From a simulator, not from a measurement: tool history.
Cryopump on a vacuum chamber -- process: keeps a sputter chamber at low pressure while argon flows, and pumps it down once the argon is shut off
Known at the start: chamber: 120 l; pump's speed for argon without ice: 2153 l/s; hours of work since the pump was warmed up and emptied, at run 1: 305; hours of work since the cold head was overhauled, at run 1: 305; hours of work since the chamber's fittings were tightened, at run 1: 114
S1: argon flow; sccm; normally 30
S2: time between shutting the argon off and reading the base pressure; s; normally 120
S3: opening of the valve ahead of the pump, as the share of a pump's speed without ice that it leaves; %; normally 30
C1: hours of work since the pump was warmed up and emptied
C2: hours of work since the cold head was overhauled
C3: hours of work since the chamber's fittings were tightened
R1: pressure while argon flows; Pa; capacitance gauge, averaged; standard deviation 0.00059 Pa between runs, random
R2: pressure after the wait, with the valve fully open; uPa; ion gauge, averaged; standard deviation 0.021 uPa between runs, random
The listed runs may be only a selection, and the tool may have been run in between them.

run 1 hour=0 | S1=30 S2=120 S3=30 | C1=305 C2=305 C3=114 | R1=0.0821 R2=0.43
run 2 hour=15.4 | S1=30 S2=120 S3=30 | C1=313 C2=313 C3=123 | R1=0.0818 R2=0.46
run 3 hour=27.3 | S1=30 S2=120 S3=30 | C1=320 C2=320 C3=129 | R1=0.0818 R2=0.46
run 4 hour=42.8 | S1=30 S2=120 S3=30 | C1=328 C2=328 C3=138 | R1=0.0823 R2=0.48
run 5 hour=59.9 | S1=30 S2=120 S3=30 | C1=338 C2=338 C3=147 | R1=0.0818 R2=0.45
run 6 hour=81.7 | S1=30 S2=120 S3=30 | C1=350 C2=350 C3=159 | R1=0.0825 R2=0.4
run 7 hour=98 | S1=13 S2=120 S3=30 | C1=359 C2=359 C3=168 | R1=0.0362 R2=0.46
run 8 hour=123 | S1=30 S2=120 S3=30 | C1=373 C2=373 C3=182 | R1=0.0823 R2=0.49
run 9 hour=134.2 | S1=30 S2=120 S3=30 | C1=379 C2=379 C3=188 | R1=0.0835 R2=0.49
run 10 hour=155.2 | S1=22 S2=138 S3=30 | C1=390 C2=390 C3=200 | R1=0.0607 R2=0.5
run 11 hour=168.6 | S1=22 S2=138 S3=30 | C1=398 C2=398 C3=207 | R1=0.0619 R2=0.5
run 12 hour=192.2 | S1=22 S2=138 S3=30 | C1=411 C2=411 C3=220 | R1=0.0606 R2=0.5
run 13 hour=217 | S1=19 S2=138 S3=30 | C1=425 C2=425 C3=234 | R1=0.0518 R2=0.52
run 14 hour=242.8 | S1=54 S2=58 S3=53 | C1=439 C2=439 C3=248 | R1=0.0893 R2=0.74
run 15 hour=258.7 | S1=12 S2=93 S3=60 | C1=448 C2=448 C3=257 | R1=0.018 R2=0.59
run 16 hour=273 | S1=12 S2=93 S3=60 | C1=455 C2=455 C3=265 | R1=0.0172 R2=0.61
run 17 hour=283.7 | S1=30 S2=54 S3=51 | C1=461 C2=461 C3=271 | R1=0.0517 R2=0.77
run 18 hour=306.8 | S1=30 S2=54 S3=51 | C1=474 C2=474 C3=284 | R1=0.0519 R2=0.81

Below, each run's measurement less what the same run would have read without the hidden state. Both values contain the same run-to-run variation, but the gauge's scatter may not be the same in both:
Unlogged tool condition in this case: pump's speed, % of a pump's without ice; cold plate's temperature, K; leak into the chamber, uPa l/s; drift of the gauge itself on working_pa, %; drift of the gauge itself on base_upa, %.
run=1 R1=+0.0034 R2=+0.12
run=2 R1=+0.0035 R2=+0.13
run=3 R1=+0.0036 R2=+0.14
run=4 R1=+0.0037 R2=+0.14
run=5 R1=+0.0038 R2=+0.15
run=6 R1=+0.0039 R2=+0.15
run=7 R1=+0.0017 R2=+0.16
run=8 R1=+0.0043 R2=+0.18
run=9 R1=+0.0043 R2=+0.19
run=10 R1=+0.0033 R2=+0.2
run=11 R1=+0.0033 R2=+0.2
run=12 R1=+0.0034 R2=+0.21
run=13 R1=+0.0031 R2=+0.24
run=14 R1=+0.0091 R2=+0.25
run=15 R1=+0.0021 R2=+0.26
run=16 R1=+0.0021 R2=+0.26
run=17 R1=+0.0054 R2=+0.26
run=18 R1=+0.0055 R2=+0.28
